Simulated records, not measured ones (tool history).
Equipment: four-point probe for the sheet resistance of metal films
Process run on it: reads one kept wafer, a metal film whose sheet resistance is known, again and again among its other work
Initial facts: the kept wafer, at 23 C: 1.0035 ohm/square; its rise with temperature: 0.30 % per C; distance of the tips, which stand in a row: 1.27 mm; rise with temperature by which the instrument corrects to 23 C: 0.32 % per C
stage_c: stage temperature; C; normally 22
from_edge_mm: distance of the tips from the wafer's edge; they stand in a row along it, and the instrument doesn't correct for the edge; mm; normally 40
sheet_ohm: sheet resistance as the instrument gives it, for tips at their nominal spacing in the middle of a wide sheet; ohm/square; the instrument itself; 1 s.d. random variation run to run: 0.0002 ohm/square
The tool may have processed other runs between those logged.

run	hour	stage_c	from_edge_mm	sheet_ohm
1	0	22	40	1.004576
2	12.2	22	40	1.003921
3	28.1	22	24	1.005276
4	51.4	22	24	1.005064
5	62.1	22	24	1.005268
6	85	22	24	1.004855
7	97.4	22	24	1.00567
8	111.4	28	40	1.002979
9	128.7	28	40	1.003461
10	142.7	22	45	1.00388
11	152.1	22	45	1.004311
12	164.8	22	40	1.004163
13	180	29	40	1.003138
14	202	22	40	1.003913
15	213.7	22	42	1.004229
16	225.2	23	40	1.003948
17	247.9	23	40	1.003859
18	263.4	29	40	1.003128
19	273.9	22	7	1.021234
20	296.5	22	40	1.004599
21	315.2	22	40	1.004176
22	324.7	22	40	1.004012
23	340.7	22	40	1.004386
24	361	22	40	1.004572
25	381.6	30	5	1.036352
26	397.4	30	31	1.003098
27	416.9	21	36	1.004512
28	432.4	29	50	1.00302
29	446.6	18	54	1.004488
30	469.4	24	40	1.003981
31	491.2	19	7	1.021731
32	506.2	35	40	1.001856
33	519.9	35	40	1.002021
34	532.3	20	15	1.007792
35	551.8	20	15	1.008035
36	569.1	32	27	1.002952
37	584.9	31	24	1.003737
38	603.4	18	10	1.012828
39	621	22	3	1.09096
40	631.4	22	47	1.004097
41	647.4	22	47	1.003962
42	666.5	24	53	1.003371
43	688.1	18	3	1.091726
44	701.7	18	3	1.091973
45	721.8	27	8	1.016048

Branching from run 45: 3 alternative next runs. What would each branch give?
A	737.4	19	40	?
B	737.4	33	5	?
C	737.4	24	8	?

run	sheet_ohm
A	1.004463
B	1.035382
C	1.016708
With no hidden state in the tool, these same runs would have given:
run	sheet_ohm
A	1.004513
B	1.035433
C	1.016758
